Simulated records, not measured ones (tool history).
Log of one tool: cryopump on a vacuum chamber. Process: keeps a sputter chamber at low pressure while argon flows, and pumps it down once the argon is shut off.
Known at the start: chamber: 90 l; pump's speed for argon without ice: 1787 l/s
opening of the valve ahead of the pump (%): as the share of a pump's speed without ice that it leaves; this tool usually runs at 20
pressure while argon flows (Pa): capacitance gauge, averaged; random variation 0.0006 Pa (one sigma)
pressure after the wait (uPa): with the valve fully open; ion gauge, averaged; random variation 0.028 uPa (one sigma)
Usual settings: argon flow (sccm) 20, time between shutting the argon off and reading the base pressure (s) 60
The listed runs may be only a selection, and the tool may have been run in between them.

run,hour,argon flow (sccm),time between shutting the argon off and reading the base pressure (s),opening of the valve ahead of the pump (%),pressure while argon flows (Pa),pressure after the wait (uPa)
1,0,20,60,20,0.0956,2.23
2,30.8,20,60,20,0.0948,2.24
3,63.3,26,60,20,0.1248,2.26
4,87.6,26,60,20,0.1246,2.28
5,109.5,26,60,20,0.1225,2.28
6,128.1,26,60,20,0.1237,2.39
7,155.9,26,60,20,0.1239,2.37
8,172.9,26,60,20,0.1243,2.44
9,188,19,60,20,0.0898,2.33
10,203.8,19,60,20,0.0909,2.36
11,217.7,19,60,20,0.091,2.37
12,249,20,60,20,0.0962,2.33
13,264.1,20,60,20,0.0957,2.45
14,277.5,20,60,20,0.0943,2.35
15,301.7,20,60,20,0.0958,2.41
16,322.1,20,60,20,0.096,2.49
17,353.5,20,60,20,0.0969,2.52
18,386.4,20,60,20,0.0973,2.47
19,417.2,16,121,20,0.0771,1.97
# hour 424.2: leaking fittings of the chamber tightened, without venting
20,449.4,16,121,20,0.0772,0.8
21,469.8,16,121,20,0.0763,0.8
22,499.2,32,121,43,0.0732,0.82
23,520.2,29,88,44,0.066,1.02
24,540.4,29,88,44,0.0647,1.06
25,569.4,26,60,40,0.0645,1.43
26,595.5,26,60,40,0.0635,1.41
27,612.3,12,283,23,0.0512,0.52
28,644,12,283,23,0.05,0.56
29,664.5,12,283,35,0.0333,0.57
30,696.4,23,82,16,0.1405,1.21
31,716.1,23,165,17,0.1295,0.79
32,732.3,9,165,41,0.0218,0.76
33,761.3,9,47,41,0.0215,1.86
34,794.2,13,29,60,0.0228,2.77
35,822.7,13,29,60,0.0225,2.84

Each row is a separate what-if for the run after 35, all from the same tool condition, not one after another. Results?
A,853,20,25,20,?,?
B,853,13,51,60,?,?
C,853,26,22,18,?,?

run,pressure while argon flows (Pa),pressure after the wait (uPa)
A,0.0969,3.24
B,0.0233,1.77
C,0.1403,3.58
With no hidden state in the tool, these same runs would have given:
run,pressure while argon flows (Pa),pressure after the wait (uPa)
A,0.0939,2.98
B,0.0213,1.52
C,0.1364,3.32
